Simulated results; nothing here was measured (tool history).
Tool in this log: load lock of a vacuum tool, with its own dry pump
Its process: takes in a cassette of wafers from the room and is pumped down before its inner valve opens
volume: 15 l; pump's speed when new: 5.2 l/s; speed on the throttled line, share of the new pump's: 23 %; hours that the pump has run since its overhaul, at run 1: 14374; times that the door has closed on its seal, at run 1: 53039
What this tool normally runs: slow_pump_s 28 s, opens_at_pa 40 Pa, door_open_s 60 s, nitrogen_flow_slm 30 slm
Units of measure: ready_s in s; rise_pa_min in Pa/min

| run | day | slow_pump_s | opens_at_pa | door_open_s | nitrogen_flow_slm | hours that the pump has run since its overhaul | times that the door has closed on its seal | incoming humidity of the room's air, % | ready_s | rise_pa_min |
|---|---|---|---|---|---|---|---|---|---|---|
| 1 | 0 | 28 | 40 | 60 | 30 | 14374 | 53039 | 42.5 | 46.7 | 0.142 |
| 2 | 19.908 | 28 | 40 | 60 | 30 | 14852 | 55374 | 44.7 | 47.1 | 0.152 |
| 3 | 40.65 | 28 | 74 | 60 | 30 | 15350 | 57808 | 44 | 44.5 | 0.155 |
| 4 | 59.621 | 29 | 40 | 60 | 30 | 15805 | 60034 | 45.3 | 46.8 | 0.166 |
| 5 | 80.204 | 29 | 40 | 60 | 30 | 16299 | 62449 | 46.4 | 47.4 | 0.178 |
| 6 | 94.138 | 29 | 40 | 60 | 30 | 16633 | 64084 | 47.7 | 47.1 | 0.19 |
| 7 | 112.625 | 28 | 40 | 128 | 30 | 17077 | 66253 | 43.1 | 46.6 | 0.198 |
| 8 | 129.617 | 28 | 40 | 128 | 30 | 17485 | 68246 | 43.2 | 46.9 | 0.208 |
| 9 | 153.842 | 28 | 40 | 128 | 30 | 18066 | 71088 | 45 | 47.1 | 0.217 |
| 10 | 179.75 | 28 | 40 | 128 | 30 | 18688 | 74129 | 47.8 | 47.3 | 0.238 |
| 11 | 195.125 | 28 | 40 | 128 | 30 | 19057 | 75932 | 47.1 | 47 | 0.239 |

Run 12 is up next; what results do you expect?
| 12 | 209.1 | 28 | 40 | 128 | 30 | 19392 | 77572 | 44 | ? | ? |

Run 12 measured ready_s 47.1 s, rise_pa_min 0.239 Pa/min.
Take away the tool's hidden state, keep the run-to-run variation as it was, and the same run would have given ready_s 43.9 s, rise_pa_min 0.019 Pa/min.
